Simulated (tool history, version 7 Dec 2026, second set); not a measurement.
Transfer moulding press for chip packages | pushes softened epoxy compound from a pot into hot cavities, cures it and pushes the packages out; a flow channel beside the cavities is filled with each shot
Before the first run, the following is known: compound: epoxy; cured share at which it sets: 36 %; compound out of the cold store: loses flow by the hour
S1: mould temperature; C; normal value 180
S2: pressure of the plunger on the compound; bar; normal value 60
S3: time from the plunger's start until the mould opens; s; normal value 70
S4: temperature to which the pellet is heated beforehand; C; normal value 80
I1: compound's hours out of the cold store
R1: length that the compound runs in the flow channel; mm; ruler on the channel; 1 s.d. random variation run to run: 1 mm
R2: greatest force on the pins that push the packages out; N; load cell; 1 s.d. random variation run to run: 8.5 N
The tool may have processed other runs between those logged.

Run 1, hour 0: usual settings; I1 31.1. Result: R1 833 mm, R2 400 N.
At hour 39.6: cavities cleaned with cleaning compound and waxed.
Run 2, hour 44.4: usual settings; I1 32.7. Result: R1 823 mm, R2 451 N.
At hour 78.5: cavities cleaned with cleaning compound and waxed.
Run 3, hour 83.2: usual settings but S4 82 C; I1 47.4. Result: R1 766 mm, R2 422 N.
At hour 117.6: cavities cleaned with cleaning compound and waxed.
Run 4, hour 117.6: usual settings but S4 82 C; I1 34.2. Result: R1 812 mm, R2 396 N.
At hour 156.1: cavities cleaned with cleaning compound and waxed.
Run 5, hour 159.5: usual settings but S4 82 C; I1 19.3. Result: R1 870 mm, R2 432 N.
At hour 191.1: plunger's sealing rings changed.
At hour 197.3: cavities cleaned with cleaning compound and waxed.
Run 6, hour 202.5: usual settings but S4 78 C; I1 27. Result: R1 853 mm, R2 433 N.
Run 7, hour 223.5: usual settings but S4 78 C; I1 26.3. Result: R1 853 mm, R2 597 N.
At hour 237.3: cavities cleaned with cleaning compound and waxed.
Run 8, hour 246.1: usual settings but S4 78 C; I1 9.5. Result: R1 925 mm, R2 529 N.
At hour 275.2: cavities cleaned with cleaning compound and waxed.
Run 9, hour 285.2: usual settings but S4 78 C; I1 23.7. Result: R1 859 mm, R2 527 N.
At hour 314.5: cavities cleaned with cleaning compound and waxed.
Run 10, hour 329.4: usual settings but S4 79 C; I1 11. Result: R1 910 mm, R2 568 N.
At hour 352.9: cavities cleaned with cleaning compound and waxed.
Run 11, hour 364: usual settings but S4 79 C; I1 28.5. Result: R1 832 mm, R2 494 N.
At hour 390.6: cavities cleaned with cleaning compound and waxed.
Run 12, hour 396.5: usual settings but S3 57 s, S4 79 C; I1 33.3. Result: R1 812 mm, R2 752 N.
At hour 420.6: plunger's sealing rings changed.
At hour 432.5: cavities cleaned with cleaning compound and waxed.
Run 13, hour 433.6: usual settings but S3 57 s, S4 79 C; I1 22.3. Result: R1 872 mm, R2 703 N.
At hour 472: cavities cleaned with cleaning compound and waxed.
Run 14, hour 478.6: usual settings but S1 174 C, S3 71 s, S4 79 C; I1 8.2. Result: R1 948 mm, R2 719 N.
Run 15, hour 506.2: usual settings but S1 176 C, S2 46.4 bar, S3 69 s, S4 89 C; I1 21.9. Result: R1 770 mm, R2 837 N.
At hour 511.4: cavities cleaned with cleaning compound and waxed.
Run 16, hour 537.5: usual settings but S2 63.8 bar, S3 56 s, S4 72 C; I1 31. Result: R1 854 mm, R2 1132 N.
At hour 550.8: cavities cleaned with cleaning compound and waxed.
Run 17, hour 569.6: usual settings but S1 184 C, S2 73.3 bar, S3 95 s, S4 72 C; I1 41.9. Result: R1 857 mm, R2 403 N.
At hour 589.9: cavities cleaned with cleaning compound and waxed.
Run 18, hour 608.1: usual settings but S1 184 C, S2 73.3 bar, S3 95 s, S4 72 C; I1 20.2. Result: R1 946 mm, R2 395 N.
At hour 630.1: cavities cleaned with cleaning compound and waxed.
Run 19, hour 639.5: usual settings but S2 50.8 bar, S4 85 C; I1 8.2. Result: R1 842 mm, R2 499 N.
At hour 647.7: plunger's sealing rings changed.
At hour 670.6: cavities cleaned with cleaning compound and waxed.
Run 20, hour 680.7: usual settings but S1 183 C, S2 47 bar, S3 105 s, S4 89 C; I1 12.8. Result: R1 797 mm, R2 352 N.
At hour 710.8: cavities cleaned with cleaning compound and waxed.
Run 21, hour 721.7: usual settings but S1 183 C, S2 69.7 bar, S3 76 s, S4 73 C; I1 42.2. Result: R1 842 mm, R2 401 N.
Run 22, hour 741.1: usual settings but S1 179 C, S2 47.5 bar, S3 76 s, S4 81 C; I1 26. Result: R1 754 mm, R2 549 N.
At hour 749.7: cavities cleaned with cleaning compound and waxed.
Run 23, hour 775.9: usual settings but S1 179 C, S2 62.8 bar, S3 76 s, S4 71 C; I1 42.7. Result: R1 803 mm, R2 514 N.
At hour 787.3: cavities cleaned with cleaning compound and waxed.
Run 24, hour 809.2: usual settings but S1 174 C, S3 89 s; I1 33.3. Result: R1 828 mm, R2 499 N.
At hour 826: cavities cleaned with cleaning compound and waxed.
Run 25, hour 851.5: usual settings but S1 174 C, S3 89 s; I1 30.9. Result: R1 833 mm, R2 539 N.
At hour 863.9: cavities cleaned with cleaning compound and waxed.
At hour 876: plunger's sealing rings changed.
Run 26, hour 890: usual settings but S2 66.5 bar, S3 89 s; I1 32. Result: R1 876 mm, R2 443 N.

Branching from run 26: 4 alternative next runs. What would each branch give?
At hour 898.4: mould's thermocouples calibrated.
At hour 908.9: cavities cleaned with cleaning compound and waxed.
Run A, hour 930.2: usual settings but S1 183 C, S2 66.5 bar, S3 89 s, S4 81 C; I1 17.8. Result: R1 ?, R2 ?.
At hour 898.4: mould's thermocouples calibrated.
At hour 908.9: cavities cleaned with cleaning compound and waxed.
Run B, hour 930.2: usual settings but S2 64.4 bar, S3 76 s, S4 84 C; I1 24.1. Result: R1 ?, R2 ?.
At hour 898.4: mould's thermocouples calibrated.
At hour 908.9: cavities cleaned with cleaning compound and waxed.
Run C, hour 930.2: usual settings but S1 177 C, S2 66.5 bar, S3 87 s, S4 72 C; I1 25.7. Result: R1 ?, R2 ?.
At hour 898.4: mould's thermocouples calibrated.
At hour 908.9: cavities cleaned with cleaning compound and waxed.
Run D, hour 930.2: usual settings but S1 185 C, S2 66.5 bar, S3 52 s, S4 79 C; I1 20.9. Result: R1 ?, R2 ?.

run   R1   R2
  A  929  403
  B  891  499
  C  907  469
  D  911  959
The same runs, with their run-to-run variation unchanged, on a tool lacking any hidden condition would have given:
run   R1   R2
  A  934  267
  B  896  331
  C  912  311
  D  916  637

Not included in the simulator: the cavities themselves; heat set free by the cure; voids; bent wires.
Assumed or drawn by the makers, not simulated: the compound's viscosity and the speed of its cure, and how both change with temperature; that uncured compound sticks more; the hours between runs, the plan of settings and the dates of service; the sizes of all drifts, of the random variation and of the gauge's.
